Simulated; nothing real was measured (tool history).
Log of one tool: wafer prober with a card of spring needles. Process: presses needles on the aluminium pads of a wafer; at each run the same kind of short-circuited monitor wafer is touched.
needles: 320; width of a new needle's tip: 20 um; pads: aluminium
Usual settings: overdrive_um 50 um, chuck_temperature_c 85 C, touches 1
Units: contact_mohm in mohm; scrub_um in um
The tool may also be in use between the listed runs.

{"run": 1, "hour": 0.0, "overdrive_um": 50, "chuck_temperature_c": 85, "touches": 1, "contact_mohm": 289, "scrub_um": 12.07}
{"run": 2, "hour": 6.7, "overdrive_um": 66, "chuck_temperature_c": 85, "touches": 1, "contact_mohm": 201, "scrub_um": 16.2}
{"run": 3, "hour": 15.2, "overdrive_um": 37, "chuck_temperature_c": 85, "touches": 1, "contact_mohm": 402, "scrub_um": 8.96}
{"run": 4, "hour": 25.7, "overdrive_um": 37, "chuck_temperature_c": 85, "touches": 1, "contact_mohm": 384, "scrub_um": 8.86}
{"run": 5, "hour": 31.0, "overdrive_um": 50, "chuck_temperature_c": 85, "touches": 1, "contact_mohm": 205, "scrub_um": 12.09}
{"run": 6, "hour": 42.0, "overdrive_um": 50, "chuck_temperature_c": 30, "touches": 1, "contact_mohm": 307, "scrub_um": 12.16}
{"run": 7, "hour": 49.7, "overdrive_um": 50, "chuck_temperature_c": 30, "touches": 1, "contact_mohm": 262, "scrub_um": 12.12}
{"run": 8, "hour": 60.3, "overdrive_um": 37, "chuck_temperature_c": 30, "touches": 1, "contact_mohm": 289, "scrub_um": 8.8}
{"run": 9, "hour": 72.3, "overdrive_um": 50, "chuck_temperature_c": 26, "touches": 1, "contact_mohm": 234, "scrub_um": 12}
{"run": 10, "hour": 83.2, "overdrive_um": 50, "chuck_temperature_c": 26, "touches": 1, "contact_mohm": 199, "scrub_um": 12.03}
{"run": 11, "hour": 91.9, "overdrive_um": 50, "chuck_temperature_c": 85, "touches": 1, "contact_mohm": 296, "scrub_um": 12.13}
{"run": 12, "hour": 100.8, "overdrive_um": 50, "chuck_temperature_c": 85, "touches": 1, "contact_mohm": 255, "scrub_um": 12.58}
{"run": 13, "hour": 113.3, "overdrive_um": 50, "chuck_temperature_c": 26, "touches": 1, "contact_mohm": 249, "scrub_um": 12.5}
{"run": 14, "hour": 124.2, "overdrive_um": 50, "chuck_temperature_c": 26, "touches": 1, "contact_mohm": 228, "scrub_um": 12.55}
{"run": 15, "hour": 135.9, "overdrive_um": 50, "chuck_temperature_c": 123, "touches": 1, "contact_mohm": 227, "scrub_um": 12.58}
{"run": 16, "hour": 147.1, "overdrive_um": 49, "chuck_temperature_c": 121, "touches": 3, "contact_mohm": 201, "scrub_um": 12.16}
{"run": 17, "hour": 155.4, "overdrive_um": 49, "chuck_temperature_c": 121, "touches": 3, "contact_mohm": 234, "scrub_um": 12.26}
{"run": 18, "hour": 164.5, "overdrive_um": 50, "chuck_temperature_c": 85, "touches": 1, "contact_mohm": 253, "scrub_um": 12.41}
{"run": 19, "hour": 173.4, "overdrive_um": 56, "chuck_temperature_c": 107, "touches": 2, "contact_mohm": 195, "scrub_um": 13.99}
{"run": 20, "hour": 184.0, "overdrive_um": 56, "chuck_temperature_c": 107, "touches": 2, "contact_mohm": 246, "scrub_um": 13.96}
{"run": 21, "hour": 196.4, "overdrive_um": 50, "chuck_temperature_c": 45, "touches": 1, "contact_mohm": 302, "scrub_um": 12.54}
{"run": 22, "hour": 201.5, "overdrive_um": 35, "chuck_temperature_c": 85, "touches": 1, "contact_mohm": 273, "scrub_um": 8.79}
{"run": 23, "hour": 206.7, "overdrive_um": 35, "chuck_temperature_c": 85, "touches": 1, "contact_mohm": 378, "scrub_um": 8.67}
{"run": 24, "hour": 219.1, "overdrive_um": 61, "chuck_temperature_c": 85, "touches": 1, "contact_mohm": 243, "scrub_um": 15.15}
{"run": 25, "hour": 225.8, "overdrive_um": 58, "chuck_temperature_c": 99, "touches": 1, "contact_mohm": 194, "scrub_um": 14.45}
{"run": 26, "hour": 236.5, "overdrive_um": 50, "chuck_temperature_c": 34, "touches": 2, "contact_mohm": 253, "scrub_um": 12.38}
{"run": 27, "hour": 248.6, "overdrive_um": 50, "chuck_temperature_c": 34, "touches": 2, "contact_mohm": 252, "scrub_um": 12.46}
{"run": 28, "hour": 257.8, "overdrive_um": 45, "chuck_temperature_c": 76, "touches": 1, "contact_mohm": 292, "scrub_um": 11.15}

Taken out of this log: 21 entries between the listed runs. Where each belongs, and how the hidden state differs across it:
Between runs 1 and 2: tips cleaned on abrasive film (hour 5.2)
  debris on the tips, nm: 75.3 -> 25.2; way that the needles fall short of the set height, um: 1.44 -> 1.48; tips' diameter, um: 20.51 -> 20.52
  measured less the result without the state, contact_mohm: +102 -> +20 mohm; scrub_um: -0.36 -> -0.37 um
Between runs 3 and 4: tips cleaned on abrasive film (hour 17.8)
  debris on the tips, nm: 82.1 -> 72.6; way that the needles fall short of the set height, um: 1.48 -> 1.54; tips' diameter, um: 20.52 -> 20.54
  measured less the result without the state, contact_mohm: +205 -> +184 mohm; scrub_um: -0.37 -> -0.38 um
Between runs 4 and 5: tips cleaned on abrasive film (hour 31)
  debris on the tips, nm: 72.6 -> 11.4; way that the needles fall short of the set height, um: 1.54 -> 1.62; tips' diameter, um: 20.54 -> 20.57
  measured less the result without the state, contact_mohm: +184 -> +17 mohm; scrub_um: -0.38 -> -0.41 um
Between runs 6 and 7: tips cleaned on abrasive film (hour 43.7)
  debris on the tips, nm: 88.3 -> 60.6; way that the needles fall short of the set height, um: 1.62 -> 1.68; tips' diameter, um: 20.57 -> 20.59
  measured less the result without the state, contact_mohm: +131 -> +90 mohm; scrub_um: -0.4 -> -0.42 um
Between runs 7 and 8: tips cleaned on abrasive film (hour 56.7)
  debris on the tips, nm: 60.6 -> 39.3; way that the needles fall short of the set height, um: 1.68 -> 1.75; tips' diameter, um: 20.59 -> 20.61
  measured less the result without the state, contact_mohm: +90 -> +108 mohm; scrub_um: -0.42 -> -0.44 um
Between runs 8 and 9: tips cleaned on abrasive film (hour 69.4)
  debris on the tips, nm: 39.3 -> 36.5; way that the needles fall short of the set height, um: 1.75 -> 1.82; tips' diameter, um: 20.61 -> 20.64
  measured less the result without the state, contact_mohm: +108 -> +57 mohm; scrub_um: -0.44 -> -0.45 um
Between runs 9 and 10: tips cleaned on abrasive film (hour 82.8)
  debris on the tips, nm: 36.5 -> 12.4; way that the needles fall short of the set height, um: 1.82 -> 1.88; tips' diameter, um: 20.64 -> 20.66
  measured less the result without the state, contact_mohm: +57 -> +21 mohm; scrub_um: -0.45 -> -0.47 um
Between runs 11 and 12: tips cleaned on abrasive film (hour 95.6); height of the first contact set anew (hour 100.8)
  debris on the tips, nm: 79.6 -> 50; way that the needles fall short of the set height, um: 1.88 -> 0; tips' diameter, um: 20.66 -> 20.68
  measured less the result without the state, contact_mohm: +111 -> +66 mohm; scrub_um: -0.47 -> +0 um
Between runs 12 and 13: tips cleaned on abrasive film (hour 108.5)
  debris on the tips, nm: 50 -> 54.8; way that the needles fall short of the set height, um: 0 -> 0.04; tips' diameter, um: 20.68 -> 20.7
  measured less the result without the state, contact_mohm: +66 -> +78 mohm; scrub_um: +0 -> -0.01 um
Between runs 13 and 14: tips cleaned on abrasive film (hour 121.3)
  debris on the tips, nm: 54.8 -> 39; way that the needles fall short of the set height, um: 0.04 -> 0.09; tips' diameter, um: 20.7 -> 20.72
  measured less the result without the state, contact_mohm: +78 -> +55 mohm; scrub_um: -0.01 -> -0.03 um
Between runs 14 and 15: tips cleaned on abrasive film (hour 134.2)
  debris on the tips, nm: 39 -> 25.4; way that the needles fall short of the set height, um: 0.09 -> 0.14; tips' diameter, um: 20.72 -> 20.73
  measured less the result without the state, contact_mohm: +55 -> +32 mohm; scrub_um: -0.03 -> -0.04 um
Between runs 15 and 16: tips cleaned on abrasive film (hour 147.1)
  debris on the tips, nm: 25.4 -> 6.1; way that the needles fall short of the set height, um: 0.14 -> 0.18; tips' diameter, um: 20.73 -> 20.75
  measured less the result without the state, contact_mohm: +32 -> +4 mohm; scrub_um: -0.04 -> -0.05 um
Between runs 17 and 18: tips cleaned on abrasive film (hour 160.3)
  debris on the tips, nm: 76.7 -> 50.5; way that the needles fall short of the set height, um: 0.18 -> 0.23; tips' diameter, um: 20.75 -> 20.76
  measured less the result without the state, contact_mohm: +36 -> +67 mohm; scrub_um: -0.05 -> -0.06 um
Between runs 18 and 19: tips cleaned on abrasive film (hour 173.4)
  debris on the tips, nm: 50.5 -> 11.3; way that the needles fall short of the set height, um: 0.23 -> 0.28; tips' diameter, um: 20.76 -> 20.78
  measured less the result without the state, contact_mohm: +67 -> +8 mohm; scrub_um: -0.06 -> -0.07 um
Between runs 20 and 21: tips cleaned on abrasive film (hour 186.5)
  debris on the tips, nm: 88 -> 85; way that the needles fall short of the set height, um: 0.28 -> 0.32; tips' diameter, um: 20.78 -> 20.8
  measured less the result without the state, contact_mohm: +55 -> +122 mohm; scrub_um: -0.07 -> -0.08 um
Between runs 21 and 22: tips cleaned on abrasive film (hour 199.4)
  debris on the tips, nm: 85 -> 28.9; way that the needles fall short of the set height, um: 0.32 -> 0.38; tips' diameter, um: 20.8 -> 20.81
  measured less the result without the state, contact_mohm: +122 -> +78 mohm; scrub_um: -0.08 -> -0.09 um
Between runs 23 and 24: tips cleaned on abrasive film (hour 212.3)
  debris on the tips, nm: 66.8 -> 65.8; way that the needles fall short of the set height, um: 0.38 -> 0.43; tips' diameter, um: 20.81 -> 20.83
  measured less the result without the state, contact_mohm: +180 -> +60 mohm; scrub_um: -0.09 -> -0.11 um
Between runs 24 and 25: tips cleaned on abrasive film (hour 225.8)
  debris on the tips, nm: 65.8 -> 8.5; way that the needles fall short of the set height, um: 0.43 -> 0.48; tips' diameter, um: 20.83 -> 20.85
  measured less the result without the state, contact_mohm: +60 -> +10 mohm; scrub_um: -0.11 -> -0.13 um
Between runs 26 and 27: tips cleaned on abrasive film (hour 238.6)
  debris on the tips, nm: 83.6 -> 83.1; way that the needles fall short of the set height, um: 0.48 -> 0.54; tips' diameter, um: 20.85 -> 20.87
  measured less the result without the state, contact_mohm: +74 -> +75 mohm; scrub_um: -0.12 -> -0.13 um
Between runs 27 and 28: tips cleaned on abrasive film (hour 251.6)
  debris on the tips, nm: 83.1 -> 62.2; way that the needles fall short of the set height, um: 0.54 -> 0.6; tips' diameter, um: 20.87 -> 20.89
  measured less the result without the state, contact_mohm: +75 -> +105 mohm; scrub_um: -0.13 -> -0.15 um
